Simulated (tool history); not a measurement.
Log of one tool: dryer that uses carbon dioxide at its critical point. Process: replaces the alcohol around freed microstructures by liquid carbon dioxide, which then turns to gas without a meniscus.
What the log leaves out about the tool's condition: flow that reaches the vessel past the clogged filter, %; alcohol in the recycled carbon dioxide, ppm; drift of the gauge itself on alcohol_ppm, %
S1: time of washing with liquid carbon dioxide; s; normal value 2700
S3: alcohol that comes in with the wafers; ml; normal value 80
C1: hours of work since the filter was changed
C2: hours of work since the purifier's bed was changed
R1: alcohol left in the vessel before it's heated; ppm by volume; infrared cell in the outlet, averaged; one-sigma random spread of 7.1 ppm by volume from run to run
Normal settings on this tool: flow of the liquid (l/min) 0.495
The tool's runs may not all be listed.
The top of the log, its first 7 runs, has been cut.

run 8 day=11.721 | S1=2700 flow_of_the_liquid_(l/min)=0.461 S3=80 | C1=110 C2=858 | R1=733
run 9 day=12.996 | S1=2700 flow_of_the_liquid_(l/min)=0.495 S3=80 | C1=123 C2=871 | R1=601
run 10 day=15.021 | S1=2700 flow_of_the_liquid_(l/min)=0.495 S3=80 | C1=143 C2=891 | R1=639
run 11 day=17.046 | S1=2700 flow_of_the_liquid_(l/min)=0.495 S3=80 | C1=162 C2=911 | R1=650
run 12 day=19.058 | S1=2700 flow_of_the_liquid_(l/min)=0.495 S3=80 | C1=182 C2=931 | R1=666
run 13 day=20.462 | S1=2700 flow_of_the_liquid_(l/min)=0.495 S3=80 | C1=196 C2=944 | R1=656
run 14 day=21.892 | S1=2700 flow_of_the_liquid_(l/min)=0.495 S3=80 | C1=210 C2=958 | R1=679
run 15 day=23.471 | S1=2700 flow_of_the_liquid_(l/min)=0.495 S3=80 | C1=226 C2=974 | R1=716
run 16 day=24.533 | S1=2700 flow_of_the_liquid_(l/min)=0.495 S3=80 | C1=236 C2=985 | R1=743
run 17 day=25.521 | S1=2700 flow_of_the_liquid_(l/min)=0.495 S3=80 | C1=246 C2=994 | R1=729
run 18 day=26.746 | S1=2700 flow_of_the_liquid_(l/min)=0.495 S3=80 | C1=258 C2=1006 | R1=741
run 19 day=29.004 | S1=2700 flow_of_the_liquid_(l/min)=0.495 S3=80 | C1=280 C2=1029 | R1=739
run 20 day=30.271 | S1=2700 flow_of_the_liquid_(l/min)=0.403 S3=80 | C1=293 C2=1041 | R1=1324
run 21 day=32.025 | S1=2700 flow_of_the_liquid_(l/min)=0.403 S3=80 | C1=310 C2=1058 | R1=1325
run 22 day=33.967 | S1=2820 flow_of_the_liquid_(l/min)=0.495 S3=80 | C1=329 C2=1078 | R1=733
run 23 day=35.283 | S1=2820 flow_of_the_liquid_(l/min)=0.495 S3=80 | C1=342 C2=1090 | R1=754
run 24 day=36.992 | S1=2820 flow_of_the_liquid_(l/min)=0.495 S3=80 | C1=359 C2=1107 | R1=772
run 25 day=38.929 | S1=2820 flow_of_the_liquid_(l/min)=0.621 S3=81 | C1=378 C2=1126 | R1=466
-- day=39.442 purifier's bed changed
run 26 day=40.871 | S1=3000 flow_of_the_liquid_(l/min)=0.363 S3=100 | C1=396 C2=14 | R1=1510
run 27 day=42.521 | S1=1860 flow_of_the_liquid_(l/min)=0.701 S3=27 | C1=412 C2=30 | R1=238
run 28 day=43.696 | S1=1860 flow_of_the_liquid_(l/min)=0.701 S3=27 | C1=424 C2=42 | R1=255

Forecast run 29:
run 29 day=44.983 | S1=1740 flow_of_the_liquid_(l/min)=0.495 S3=54 | C1=437 C2=55 | R1=?

Run 29 gave R1 1557 ppm by volume.
Without the tool's hidden state the same run would have given R1 986 ppm by volume.

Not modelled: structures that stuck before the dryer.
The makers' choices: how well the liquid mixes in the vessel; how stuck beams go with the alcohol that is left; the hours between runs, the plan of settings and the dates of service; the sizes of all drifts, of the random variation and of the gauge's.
